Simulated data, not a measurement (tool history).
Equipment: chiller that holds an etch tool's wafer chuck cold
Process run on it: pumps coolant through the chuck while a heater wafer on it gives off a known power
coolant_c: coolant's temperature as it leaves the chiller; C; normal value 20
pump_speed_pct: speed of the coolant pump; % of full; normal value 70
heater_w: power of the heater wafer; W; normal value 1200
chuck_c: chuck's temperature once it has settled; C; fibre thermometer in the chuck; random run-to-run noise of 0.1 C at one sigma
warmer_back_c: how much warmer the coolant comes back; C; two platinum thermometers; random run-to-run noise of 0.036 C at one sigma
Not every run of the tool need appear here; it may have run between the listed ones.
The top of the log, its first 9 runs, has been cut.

run,hour,coolant_c,pump_speed_pct,heater_w,hours since the coolant was changed and the channels were flushed,hours since the pump was overhauled,hours since the chiller's thermometer was calibrated,chuck_c,warmer_back_c
10,369.0,20,70,1200,2035,1029,1532,36.4,6.59
11,422.0,20,70,1200,2088,1082,1585,36.6,6.50
12,455.9,20,70,1200,2122,1116,1619,36.4,6.54
13,483.1,20,70,1200,2150,1143,1646,36.3,6.60
14,515.1,20,70,1200,2182,1175,1678,36.7,6.54
15,555.8,20,70,1200,2222,1216,1719,36.6,6.55
16,581.5,20,70,1200,2248,1242,1745,36.6,6.53
17,640.0,20,70,982,2306,1300,1803,33.6,5.38
18,689.7,16,62,1200,2356,1350,1853,34.1,7.38
19,739.5,20,65,820,2406,1400,1903,31.9,4.87
20,777.5,20,65,820,2444,1438,1941,32.0,4.82
# hour 781.3: chiller's thermometer calibrated
21,834.6,20,65,820,2500,1494,53,31.7,4.79
22,878.6,23,100,1034,2544,1538,97,34.3,3.93
23,935.3,13,100,1034,2601,1594,154,24.2,3.93
24,964.3,14,100,1738,2630,1623,183,33.0,6.57
# hour 974.2: chiller's thermometer calibrated, once more
25,1015.2,14,100,1738,2680,1673,41,33.5,6.60
26,1063.6,14,100,1738,2728,1722,89,33.5,6.61
27,1101.5,13,65,1200,2766,1760,127,30.9,7.12
28,1149.7,19,70,1200,2814,1808,176,36.1,6.58
29,1194.6,19,70,1699,2859,1853,220,43.4,9.41
30,1241.4,19,70,1699,2906,1900,267,43.5,9.44
31,1268.4,13,61,1293,2933,1927,294,33.5,8.27
32,1305.3,10,70,865,2970,1963,331,22.5,4.77
33,1338.8,10,92,865,3003,1997,365,20.3,3.59

What if the next run were any one of these 3? Each begins from the tool's condition after run 33:
A,1368.8,10,70,1200,3033,2027,395,?,?
B,1368.8,11,73,1655,3033,2027,395,?,?
C,1368.8,10,92,865,3033,2027,395,?,?

run,chuck_c,warmer_back_c
A,27.2,6.59
B,34.4,8.80
C,20.5,3.57
Take away the tool's hidden state, keep each run's random variation, and the runs would have read:
run,chuck_c,warmer_back_c
A,24.9,6.34
B,31.4,8.47
C,19.1,3.43

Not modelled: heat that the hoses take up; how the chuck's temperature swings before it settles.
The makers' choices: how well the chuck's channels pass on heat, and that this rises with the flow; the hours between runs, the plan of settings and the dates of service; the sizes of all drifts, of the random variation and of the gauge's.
